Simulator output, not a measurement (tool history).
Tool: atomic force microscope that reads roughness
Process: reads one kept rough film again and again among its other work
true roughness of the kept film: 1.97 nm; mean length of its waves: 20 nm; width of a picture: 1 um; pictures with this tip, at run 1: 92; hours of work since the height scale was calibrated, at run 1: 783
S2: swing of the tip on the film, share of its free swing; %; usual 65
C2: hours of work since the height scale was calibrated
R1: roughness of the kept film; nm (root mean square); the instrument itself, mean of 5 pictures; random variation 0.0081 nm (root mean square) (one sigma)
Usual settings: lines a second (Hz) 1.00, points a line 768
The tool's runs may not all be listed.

{"run": 1, "hour": 0.0, "lines a second (Hz)": 1.0, "S2": 65, "points a line": 768, "pictures with this tip": 92, "C2": 783, "R1": 1.754}
{"run": 2, "hour": 32.6, "lines a second (Hz)": 1.21, "S2": 65, "points a line": 768, "pictures with this tip": 114, "C2": 796, "R1": 1.704}
{"run": 3, "hour": 77.1, "lines a second (Hz)": 1.21, "S2": 65, "points a line": 768, "pictures with this tip": 145, "C2": 814, "R1": 1.728}
{"run": 4, "hour": 145.0, "lines a second (Hz)": 1.21, "S2": 65, "points a line": 768, "pictures with this tip": 191, "C2": 841, "R1": 1.696}
{"run": 5, "hour": 214.3, "lines a second (Hz)": 1.21, "S2": 65, "points a line": 768, "pictures with this tip": 238, "C2": 869, "R1": 1.681}
{"run": 6, "hour": 265.9, "lines a second (Hz)": 1.21, "S2": 65, "points a line": 768, "pictures with this tip": 273, "C2": 890, "R1": 1.659}
{"run": 7, "hour": 299.3, "lines a second (Hz)": 1.21, "S2": 65, "points a line": 768, "pictures with this tip": 296, "C2": 904, "R1": 1.644}
{"hour": 365.3, "done": "new tip fitted"}
{"run": 8, "hour": 365.3, "lines a second (Hz)": 1.21, "S2": 65, "points a line": 768, "pictures with this tip": 0, "C2": 930, "R1": 1.792}
{"run": 9, "hour": 442.2, "lines a second (Hz)": 1.0, "S2": 65, "points a line": 768, "pictures with this tip": 52, "C2": 961, "R1": 1.765}
{"run": 10, "hour": 476.8, "lines a second (Hz)": 1.0, "S2": 65, "points a line": 284, "pictures with this tip": 76, "C2": 975, "R1": 1.709}
{"run": 11, "hour": 547.2, "lines a second (Hz)": 1.0, "S2": 65, "points a line": 838, "pictures with this tip": 123, "C2": 1004, "R1": 1.717}
{"run": 12, "hour": 588.8, "lines a second (Hz)": 1.0, "S2": 59, "points a line": 768, "pictures with this tip": 152, "C2": 1021, "R1": 1.722}
{"hour": 616.6, "done": "height scale calibrated on a step standard"}
{"run": 13, "hour": 642.1, "lines a second (Hz)": 2.0, "S2": 65, "points a line": 768, "pictures with this tip": 187, "C2": 10, "R1": 1.681}
{"run": 14, "hour": 703.4, "lines a second (Hz)": 2.0, "S2": 65, "points a line": 768, "pictures with this tip": 229, "C2": 35, "R1": 1.671}
{"run": 15, "hour": 778.7, "lines a second (Hz)": 2.0, "S2": 72, "points a line": 768, "pictures with this tip": 280, "C2": 65, "R1": 1.619}
{"run": 16, "hour": 822.1, "lines a second (Hz)": 2.0, "S2": 55, "points a line": 768, "pictures with this tip": 309, "C2": 83, "R1": 1.671}
{"hour": 865.6, "done": "height scale calibrated on a step standard, once more"}
{"hour": 866.1, "done": "new tip fitted"}
{"run": 17, "hour": 895.9, "lines a second (Hz)": 2.0, "S2": 55, "points a line": 768, "pictures with this tip": 21, "C2": 12, "R1": 1.725}
{"run": 18, "hour": 968.3, "lines a second (Hz)": 2.0, "S2": 55, "points a line": 768, "pictures with this tip": 70, "C2": 41, "R1": 1.704}
{"run": 19, "hour": 1020.4, "lines a second (Hz)": 1.0, "S2": 65, "points a line": 768, "pictures with this tip": 105, "C2": 62, "R1": 1.691}
{"run": 20, "hour": 1073.1, "lines a second (Hz)": 0.71, "S2": 65, "points a line": 768, "pictures with this tip": 141, "C2": 84, "R1": 1.691}
{"run": 21, "hour": 1152.3, "lines a second (Hz)": 1.0, "S2": 58, "points a line": 994, "pictures with this tip": 195, "C2": 116, "R1": 1.688}
{"run": 22, "hour": 1230.8, "lines a second (Hz)": 0.6, "S2": 77, "points a line": 994, "pictures with this tip": 248, "C2": 147, "R1": 1.637}
{"run": 23, "hour": 1270.2, "lines a second (Hz)": 3.09, "S2": 73, "points a line": 390, "pictures with this tip": 275, "C2": 163, "R1": 1.506}
{"run": 24, "hour": 1340.8, "lines a second (Hz)": 3.09, "S2": 73, "points a line": 390, "pictures with this tip": 323, "C2": 192, "R1": 1.479}
{"hour": 1365.6, "done": "new tip fitted"}
{"run": 25, "hour": 1390.2, "lines a second (Hz)": 3.09, "S2": 73, "points a line": 390, "pictures with this tip": 17, "C2": 212, "R1": 1.615}
{"run": 26, "hour": 1446.4, "lines a second (Hz)": 1.3, "S2": 82, "points a line": 277, "pictures with this tip": 55, "C2": 234, "R1": 1.601}
{"run": 27, "hour": 1499.7, "lines a second (Hz)": 1.0, "S2": 68, "points a line": 768, "pictures with this tip": 91, "C2": 256, "R1": 1.711}
{"run": 28, "hour": 1577.9, "lines a second (Hz)": 1.29, "S2": 55, "points a line": 476, "pictures with this tip": 144, "C2": 287, "R1": 1.676}
{"run": 29, "hour": 1620.4, "lines a second (Hz)": 1.29, "S2": 55, "points a line": 476, "pictures with this tip": 173, "C2": 305, "R1": 1.681}
{"run": 30, "hour": 1676.6, "lines a second (Hz)": 1.55, "S2": 55, "points a line": 544, "pictures with this tip": 211, "C2": 327, "R1": 1.65}
{"run": 31, "hour": 1743.4, "lines a second (Hz)": 1.55, "S2": 55, "points a line": 544, "pictures with this tip": 257, "C2": 354, "R1": 1.634}
{"run": 32, "hour": 1789.1, "lines a second (Hz)": 1.55, "S2": 55, "points a line": 544, "pictures with this tip": 288, "C2": 373, "R1": 1.622}
{"run": 33, "hour": 1849.4, "lines a second (Hz)": 1.55, "S2": 55, "points a line": 544, "pictures with this tip": 329, "C2": 397, "R1": 1.612}
{"hour": 1864.8, "done": "new tip fitted"}
{"run": 34, "hour": 1892.3, "lines a second (Hz)": 1.09, "S2": 85, "points a line": 263, "pictures with this tip": 18, "C2": 414, "R1": 1.63}
{"run": 35, "hour": 1954.8, "lines a second (Hz)": 1.19, "S2": 65, "points a line": 768, "pictures with this tip": 61, "C2": 439, "R1": 1.728}
{"run": 36, "hour": 2031.6, "lines a second (Hz)": 1.19, "S2": 65, "points a line": 768, "pictures with this tip": 113, "C2": 470, "R1": 1.707}
{"run": 37, "hour": 2088.2, "lines a second (Hz)": 0.76, "S2": 65, "points a line": 553, "pictures with this tip": 151, "C2": 493, "R1": 1.699}

Hidden state or all else? Some run-to-run changes of R1, split into what the settings, what came in and random variation would give without the hidden state, and what is left for the hidden state (with any gauge scatter that isn't in both results):
The hidden state here: radius of the tip, nm; height scale over the true one, %; drift of the gauge itself on roughness_nm, %.
Run 7 -> 8: new tip fitted. R1 +0.148 nm (root mean square): hidden state +0.134, all else +0.014.
Run 22 -> 23: lines a second (Hz) 0.60 -> 3.09, S2 77 -> 73, points a line 994 -> 390. R1 -0.131 nm (root mean square): hidden state -0.002, all else -0.129.
Run 24 -> 25: new tip fitted. R1 +0.136 nm (root mean square): hidden state +0.131, all else +0.005.
Run 33 -> 34: lines a second (Hz) 1.55 -> 1.09, S2 55 -> 85, points a line 544 -> 263, new tip fitted. R1 +0.018 nm (root mean square): hidden state +0.146, all else -0.128.
